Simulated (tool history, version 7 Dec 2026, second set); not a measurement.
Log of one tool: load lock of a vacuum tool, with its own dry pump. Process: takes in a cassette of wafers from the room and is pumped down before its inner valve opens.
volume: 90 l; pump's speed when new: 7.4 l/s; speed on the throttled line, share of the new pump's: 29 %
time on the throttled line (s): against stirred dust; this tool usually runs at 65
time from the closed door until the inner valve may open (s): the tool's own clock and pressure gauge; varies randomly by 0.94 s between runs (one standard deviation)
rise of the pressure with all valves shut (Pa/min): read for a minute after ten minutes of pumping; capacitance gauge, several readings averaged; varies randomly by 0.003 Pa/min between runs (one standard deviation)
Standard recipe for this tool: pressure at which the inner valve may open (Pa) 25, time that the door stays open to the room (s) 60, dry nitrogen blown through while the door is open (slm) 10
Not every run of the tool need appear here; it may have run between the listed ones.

run	hour	time on the throttled line (s)	pressure at which the inner valve may open (Pa)	time that the door stays open to the room (s)	dry nitrogen blown through while the door is open (slm)	incoming humidity of the room's air, %	time from the closed door until the inner valve may open (s)	rise of the pressure with all valves shut (Pa/min)
1	0.0	65	25	60	10	49.0	146.7	0.032
# hour 226.9: door's seal changed, seat wiped
2	273.0	65	25	108	10	49.4	148.3	0.039
3	541.1	65	25	108	10	42.2	147.6	0.039
4	680.0	65	25	28	10	48.6	148.1	0.021
5	910.9	65	25	28	10	47.4	147.6	0.024
6	1183.3	65	25	60	10	42.2	146.7	0.030
7	1463.7	65	25	205	10	47.2	148.4	0.061
8	1692.5	65	25	205	10	42.0	147.5	0.056
9	1955.4	65	25	49	10	42.1	149.2	0.026
10	2122.5	65	25	149	10	49.5	150.1	0.056
11	2267.7	65	25	149	10	44.5	148.3	0.047
12	2493.2	65	33	60	10	46.7	145.6	0.029
13	2730.1	65	33	62	10	46.3	144.6	0.041
14	2943.8	65	33	62	34	48.7	146.3	0.018
15	3167.3	65	33	62	34	40.6	144.8	0.018
16	3321.6	65	33	62	34	46.8	146.0	0.020
17	3519.7	65	33	62	34	42.8	146.0	0.019
18	3673.0	65	33	230	34	45.2	145.4	0.032
19	3993.1	65	33	143	10	47.6	146.7	0.054
20	4264.6	65	33	143	10	43.6	144.4	0.046
21	4584.0	73	25	60	10	47.5	155.1	0.033
22	4892.9	99	25	60	4	45.4	172.8	0.046
23	5196.9	47	48	163	25	43.0	127.0	0.033
24	5455.1	44	48	37	25	45.3	124.8	0.010
25	5693.1	81	35	158	6	45.2	155.6	0.060
26	5934.6	69	25	60	10	42.2	150.1	0.030
27	6174.9	95	23	64	31	39.7	171.2	0.016
28	6372.9	45	25	34	10	42.8	134.9	0.023
29	6574.5	73	25	34	11	46.2	156.3	0.031
30	6729.6	34	25	60	18	45.5	128.4	0.023
31	6887.2	34	25	60	18	43.6	125.7	0.023
32	7137.9	65	30	60	13	42.0	145.2	0.026
33	7380.6	65	36	143	13	45.2	144.1	0.048
34	7663.6	65	27	46	10	45.0	148.7	0.029
35	7821.7	120	25	60	10	43.6	190.8	0.031
36	8019.3	47	38	208	10	43.7	130.5	0.056

5 options for the next run, each taken on its own from the tool as it stands now. Forecast them:
A	8237.9	106	25	103	5	47.0	?	?
B	8237.9	95	25	60	10	41.5	?	?
C	8237.9	65	29	208	10	44.2	?	?
D	8237.9	65	38	60	10	46.5	?	?
E	8237.9	47	38	234	31	46.8	?	?

run	time from the closed door until the inner valve may open (s)	rise of the pressure with all valves shut (Pa/min)
A	175.8	0.050
B	170.3	0.034
C	146.3	0.057
D	145.3	0.030
E	130.4	0.039
Stripped of hidden state, with their random variation kept, the same runs would have yielded:
run	time from the closed door until the inner valve may open (s)	rise of the pressure with all valves shut (Pa/min)
A	175.8	0.048
B	170.2	0.033
C	146.2	0.056
D	145.3	0.029
E	130.3	0.037

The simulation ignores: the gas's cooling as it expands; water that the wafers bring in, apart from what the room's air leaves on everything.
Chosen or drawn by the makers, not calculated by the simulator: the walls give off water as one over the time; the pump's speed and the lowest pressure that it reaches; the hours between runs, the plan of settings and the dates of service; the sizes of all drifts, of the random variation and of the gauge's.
